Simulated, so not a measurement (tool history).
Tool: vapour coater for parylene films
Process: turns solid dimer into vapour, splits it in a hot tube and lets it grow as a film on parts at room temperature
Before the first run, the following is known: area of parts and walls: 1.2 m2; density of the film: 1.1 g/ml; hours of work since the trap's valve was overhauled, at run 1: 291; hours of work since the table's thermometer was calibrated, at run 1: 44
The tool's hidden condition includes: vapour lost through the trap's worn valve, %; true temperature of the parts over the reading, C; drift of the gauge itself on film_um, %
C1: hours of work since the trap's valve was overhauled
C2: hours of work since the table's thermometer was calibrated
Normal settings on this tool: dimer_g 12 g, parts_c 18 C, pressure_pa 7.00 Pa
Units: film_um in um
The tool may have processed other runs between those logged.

{"run": 1, "hour": 0.0, "dimer_g": 12, "parts_c": 18, "pressure_pa": 7.0, "C1": 291, "C2": 44, "film_um": 5.49}
{"run": 2, "hour": 69.7, "dimer_g": 7, "parts_c": 18, "pressure_pa": 7.0, "C1": 336, "C2": 89, "film_um": 3.2}
{"run": 3, "hour": 128.5, "dimer_g": 12, "parts_c": 18, "pressure_pa": 7.0, "C1": 373, "C2": 127, "film_um": 5.46}
{"run": 4, "hour": 192.2, "dimer_g": 12, "parts_c": 18, "pressure_pa": 7.0, "C1": 414, "C2": 167, "film_um": 5.49}
{"run": 5, "hour": 233.8, "dimer_g": 12, "parts_c": 18, "pressure_pa": 7.0, "C1": 441, "C2": 194, "film_um": 5.43}
{"run": 6, "hour": 269.5, "dimer_g": 12, "parts_c": 18, "pressure_pa": 2.7, "C1": 464, "C2": 217, "film_um": 6.75}
{"run": 7, "hour": 320.6, "dimer_g": 12, "parts_c": 18, "pressure_pa": 2.7, "C1": 496, "C2": 250, "film_um": 6.75}
{"run": 8, "hour": 360.0, "dimer_g": 12, "parts_c": 18, "pressure_pa": 2.7, "C1": 522, "C2": 275, "film_um": 6.71}
{"run": 9, "hour": 432.8, "dimer_g": 12, "parts_c": 18, "pressure_pa": 7.0, "C1": 568, "C2": 321, "film_um": 5.48}
{"run": 10, "hour": 476.2, "dimer_g": 12, "parts_c": 12, "pressure_pa": 7.0, "C1": 596, "C2": 349, "film_um": 5.98}
{"hour": 490.6, "done": "trap's valve overhauled"}
{"run": 11, "hour": 514.2, "dimer_g": 12, "parts_c": 18, "pressure_pa": 7.0, "C1": 15, "C2": 371, "film_um": 5.52}
{"run": 12, "hour": 576.1, "dimer_g": 12, "parts_c": 18, "pressure_pa": 7.0, "C1": 55, "C2": 411, "film_um": 5.49}
{"run": 13, "hour": 641.5, "dimer_g": 12, "parts_c": 18, "pressure_pa": 7.0, "C1": 97, "C2": 452, "film_um": 5.45}
{"run": 14, "hour": 701.7, "dimer_g": 22, "parts_c": 18, "pressure_pa": 7.0, "C1": 135, "C2": 491, "film_um": 9.97}
{"run": 15, "hour": 759.0, "dimer_g": 22, "parts_c": 18, "pressure_pa": 7.0, "C1": 172, "C2": 528, "film_um": 10.06}
{"run": 16, "hour": 804.1, "dimer_g": 12, "parts_c": 18, "pressure_pa": 2.76, "C1": 201, "C2": 557, "film_um": 6.69}
{"run": 17, "hour": 854.4, "dimer_g": 12, "parts_c": 18, "pressure_pa": 2.76, "C1": 233, "C2": 589, "film_um": 6.78}
{"run": 18, "hour": 909.3, "dimer_g": 12, "parts_c": 28, "pressure_pa": 7.0, "C1": 268, "C2": 624, "film_um": 4.64}
{"run": 19, "hour": 938.6, "dimer_g": 12, "parts_c": 28, "pressure_pa": 7.0, "C1": 287, "C2": 643, "film_um": 4.61}
{"run": 20, "hour": 976.5, "dimer_g": 12, "parts_c": 28, "pressure_pa": 7.0, "C1": 311, "C2": 667, "film_um": 4.65}
{"run": 21, "hour": 1032.9, "dimer_g": 12, "parts_c": 28, "pressure_pa": 7.0, "C1": 347, "C2": 703, "film_um": 4.68}
{"run": 22, "hour": 1082.6, "dimer_g": 12, "parts_c": 28, "pressure_pa": 7.0, "C1": 379, "C2": 735, "film_um": 4.68}
{"run": 23, "hour": 1123.8, "dimer_g": 12, "parts_c": 28, "pressure_pa": 7.0, "C1": 405, "C2": 761, "film_um": 4.56}
{"run": 24, "hour": 1193.4, "dimer_g": 8, "parts_c": 18, "pressure_pa": 7.0, "C1": 450, "C2": 806, "film_um": 3.63}
{"run": 25, "hour": 1262.1, "dimer_g": 8, "parts_c": 14, "pressure_pa": 9.4, "C1": 494, "C2": 850, "film_um": 3.66}
{"run": 26, "hour": 1307.0, "dimer_g": 17, "parts_c": 25, "pressure_pa": 10.08, "C1": 523, "C2": 879, "film_um": 6.39}
{"run": 27, "hour": 1354.3, "dimer_g": 17, "parts_c": 25, "pressure_pa": 10.08, "C1": 553, "C2": 909, "film_um": 6.35}
{"run": 28, "hour": 1405.8, "dimer_g": 17, "parts_c": 25, "pressure_pa": 10.08, "C1": 586, "C2": 942, "film_um": 6.4}
{"hour": 1434.2, "done": "trap's valve overhauled"}
{"run": 29, "hour": 1473.5, "dimer_g": 13, "parts_c": 16, "pressure_pa": 5.12, "C1": 25, "C2": 983, "film_um": 6.68}
{"run": 30, "hour": 1507.9, "dimer_g": 19, "parts_c": 14, "pressure_pa": 2.05, "C1": 47, "C2": 1005, "film_um": 12.12}
{"run": 31, "hour": 1579.9, "dimer_g": 19, "parts_c": 14, "pressure_pa": 5.16, "C1": 93, "C2": 1051, "film_um": 9.99}
{"run": 32, "hour": 1630.0, "dimer_g": 19, "parts_c": 14, "pressure_pa": 5.16, "C1": 125, "C2": 1083, "film_um": 9.9}
{"run": 33, "hour": 1678.6, "dimer_g": 19, "parts_c": 25, "pressure_pa": 3.67, "C1": 156, "C2": 1114, "film_um": 8.8}
{"run": 34, "hour": 1741.2, "dimer_g": 7, "parts_c": 18, "pressure_pa": 5.96, "C1": 197, "C2": 1154, "film_um": 3.3}
{"run": 35, "hour": 1790.2, "dimer_g": 7, "parts_c": 18, "pressure_pa": 5.96, "C1": 228, "C2": 1185, "film_um": 3.36}
{"run": 36, "hour": 1860.8, "dimer_g": 7, "parts_c": 13, "pressure_pa": 2.97, "C1": 273, "C2": 1231, "film_um": 4.21}
{"run": 37, "hour": 1900.3, "dimer_g": 13, "parts_c": 18, "pressure_pa": 2.7, "C1": 298, "C2": 1256, "film_um": 7.37}
{"run": 38, "hour": 1939.2, "dimer_g": 13, "parts_c": 18, "pressure_pa": 2.7, "C1": 323, "C2": 1281, "film_um": 7.34}
{"run": 39, "hour": 2004.7, "dimer_g": 6, "parts_c": 28, "pressure_pa": 2.7, "C1": 365, "C2": 1323, "film_um": 2.83}
{"run": 40, "hour": 2045.1, "dimer_g": 13, "parts_c": 11, "pressure_pa": 5.92, "C1": 391, "C2": 1349, "film_um": 7.03}
{"run": 41, "hour": 2096.5, "dimer_g": 12, "parts_c": 11, "pressure_pa": 7.31, "C1": 424, "C2": 1382, "film_um": 6.13}
{"run": 42, "hour": 2159.9, "dimer_g": 6, "parts_c": 20, "pressure_pa": 7.25, "C1": 465, "C2": 1422, "film_um": 2.66}
{"run": 43, "hour": 2191.9, "dimer_g": 6, "parts_c": 20, "pressure_pa": 7.25, "C1": 485, "C2": 1443, "film_um": 2.65}

Each run again, without the hidden state but with its own random variation kept:
run=1 film_um=5.51
run=2 film_um=3.21
run=3 film_um=5.48
run=4 film_um=5.51
run=5 film_um=5.45
run=6 film_um=6.77
run=7 film_um=6.78
run=8 film_um=6.75
run=9 film_um=5.51
run=10 film_um=6.02
run=11 film_um=5.52
run=12 film_um=5.50
run=13 film_um=5.46
run=14 film_um=9.99
run=15 film_um=10.07
run=16 film_um=6.71
run=17 film_um=6.79
run=18 film_um=4.65
run=19 film_um=4.62
run=20 film_um=4.66
run=21 film_um=4.70
run=22 film_um=4.70
run=23 film_um=4.58
run=24 film_um=3.65
run=25 film_um=3.67
run=26 film_um=6.42
run=27 film_um=6.39
run=28 film_um=6.43
run=29 film_um=6.68
run=30 film_um=12.13
run=31 film_um=10.00
run=32 film_um=9.91
run=33 film_um=8.81
run=34 film_um=3.30
run=35 film_um=3.36
run=36 film_um=4.22
run=37 film_um=7.39
run=38 film_um=7.36
run=39 film_um=2.84
run=40 film_um=7.05
run=41 film_um=6.16
run=42 film_um=2.67
run=43 film_um=2.66
